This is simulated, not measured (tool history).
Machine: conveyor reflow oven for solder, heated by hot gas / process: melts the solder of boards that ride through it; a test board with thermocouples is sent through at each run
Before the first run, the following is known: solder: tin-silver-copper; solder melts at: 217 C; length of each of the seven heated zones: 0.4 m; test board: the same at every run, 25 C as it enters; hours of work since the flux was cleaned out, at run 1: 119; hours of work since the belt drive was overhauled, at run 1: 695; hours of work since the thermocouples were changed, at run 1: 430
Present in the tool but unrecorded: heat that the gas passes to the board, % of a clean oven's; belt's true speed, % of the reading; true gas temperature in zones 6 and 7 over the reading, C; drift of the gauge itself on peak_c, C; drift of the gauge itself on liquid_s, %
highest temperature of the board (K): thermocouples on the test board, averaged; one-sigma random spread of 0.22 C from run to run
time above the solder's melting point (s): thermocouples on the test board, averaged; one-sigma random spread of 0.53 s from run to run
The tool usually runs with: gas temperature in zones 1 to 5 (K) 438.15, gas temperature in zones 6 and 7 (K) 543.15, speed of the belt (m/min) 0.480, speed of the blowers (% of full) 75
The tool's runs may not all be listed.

run     day  gas temperature in zones 1 to 5 (K)  gas temperature in zones 6 and 7 (K)  speed of the belt (m/min)  speed of the blowers (% of full)  hours of work since the flux was cleaned out  hours of work since the belt drive was overhauled  hours of work since the thermocouples were changed  highest temperature of the board (K)  time above the solder's melting point (s)
  1   0.000                               438.15                                543.15                      0.480                                75                                           119                                                695                                                 430                                527.75                                       75.4
  2   3.104                               438.15                                543.15                      0.480                                75                                           164                                                739                                                 475                                527.65                                       74.4
  3   5.854                               448.15                                543.15                      0.480                                75                                           203                                                779                                                 514                                529.05                                       80.9
  4   8.075                               438.15                                543.15                      0.480                                75                                           235                                                810                                                 546                                527.85                                       75.1
  5  11.188                               438.15                                543.15                      0.480                                75                                           279                                                855                                                 590                                527.55                                       75.3
     13.721  -- flux residue cleaned out of gas plates and filters
  6  14.375                               444.15                                543.15                      0.480                                75                                             9                                                897                                                 633                                529.85                                       81.1
  7  16.842                               451.15                                556.15                      0.555                                69                                            45                                                933                                                 668                                536.05                                       75.3
  8  18.721                               424.15                                550.15                      0.488                                57                                            71                                                959                                                 695                                527.25                                       68.0
  9  21.838                               424.15                                550.15                      0.488                                57                                           116                                               1004                                                 739                                527.45                                       67.9

Expected results for the next run?
 10  24.479                               424.15                                550.15                      0.488                                57                                           154                                               1042                                                 777                                     ?                                          ?

Logged for run 10: highest temperature of the board (K) 527.15, time above the solder's melting point (s) 67.4.
With the hidden condition absent and the run-to-run variation left alone, this run would have shown highest temperature of the board (K) 525.55, time above the solder's melting point (s) 63.7.

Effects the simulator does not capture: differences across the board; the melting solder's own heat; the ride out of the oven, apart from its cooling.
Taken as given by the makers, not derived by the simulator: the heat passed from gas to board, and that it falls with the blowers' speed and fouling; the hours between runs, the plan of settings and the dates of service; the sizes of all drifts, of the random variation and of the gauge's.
